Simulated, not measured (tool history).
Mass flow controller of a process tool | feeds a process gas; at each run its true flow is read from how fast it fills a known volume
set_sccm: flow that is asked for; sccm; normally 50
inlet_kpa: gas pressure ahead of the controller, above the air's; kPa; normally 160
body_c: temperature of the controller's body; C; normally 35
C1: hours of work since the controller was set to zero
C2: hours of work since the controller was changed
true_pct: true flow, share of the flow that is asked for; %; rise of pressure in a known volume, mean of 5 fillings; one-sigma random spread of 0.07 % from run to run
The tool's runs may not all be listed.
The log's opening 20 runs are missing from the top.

run 21 hour=2127.8 | set_sccm=50 inlet_kpa=160 body_c=30 | C1=1567 C2=1567 | true_pct=98.97
run 22 hour=2243.6 | set_sccm=45 inlet_kpa=140 body_c=39 | C1=1606 C2=1606 | true_pct=99.22
run 23 hour=2347.4 | set_sccm=39 inlet_kpa=177 body_c=22 | C1=1640 C2=1640 | true_pct=98.32
run 24 hour=2409.1 | set_sccm=39 inlet_kpa=177 body_c=22 | C1=1660 C2=1660 | true_pct=98.39
run 25 hour=2535.9 | set_sccm=11 inlet_kpa=167 body_c=33 | C1=1702 C2=1702 | true_pct=98
run 26 hour=2636.7 | set_sccm=11 inlet_kpa=167 body_c=33 | C1=1735 C2=1735 | true_pct=98.16
run 27 hour=2768 | set_sccm=11 inlet_kpa=167 body_c=33 | C1=1778 C2=1778 | true_pct=98.11
run 28 hour=2835.9 | set_sccm=34 inlet_kpa=167 body_c=35 | C1=1800 C2=1800 | true_pct=98.82
run 29 hour=2910.9 | set_sccm=34 inlet_kpa=167 body_c=35 | C1=1825 C2=1825 | true_pct=98.71
run 30 hour=3001.4 | set_sccm=16 inlet_kpa=219 body_c=35 | C1=1855 C2=1855 | true_pct=98.11
run 31 hour=3123.3 | set_sccm=55 inlet_kpa=157 body_c=36 | C1=1895 C2=1895 | true_pct=99.34
run 32 hour=3270.1 | set_sccm=55 inlet_kpa=157 body_c=36 | C1=1943 C2=1943 | true_pct=99.34
run 33 hour=3374 | set_sccm=55 inlet_kpa=157 body_c=36 | C1=1977 C2=1977 | true_pct=99.43
run 34 hour=3485.7 | set_sccm=50 inlet_kpa=216 body_c=27 | C1=2014 C2=2014 | true_pct=98.87
run 35 hour=3557.1 | set_sccm=19 inlet_kpa=190 body_c=21 | C1=2037 C2=2037 | true_pct=97.82

Branching from run 35: 3 alternative next runs. What would each branch give?
run A hour=3649.7 | set_sccm=37 inlet_kpa=160 body_c=34 | C1=2068 C2=2068 | true_pct=?
run B hour=3649.7 | set_sccm=30 inlet_kpa=232 body_c=21 | C1=2068 C2=2068 | true_pct=?
run C hour=3649.7 | set_sccm=94 inlet_kpa=253 body_c=35 | C1=2068 C2=2068 | true_pct=?

run=A true_pct=98.76
run=B true_pct=97.96
run=C true_pct=100.19
Take away the tool's hidden state, keep each run's random variation, and the runs would have read:
run=A true_pct=98.76
run=B true_pct=97.97
run=C true_pct=100.2
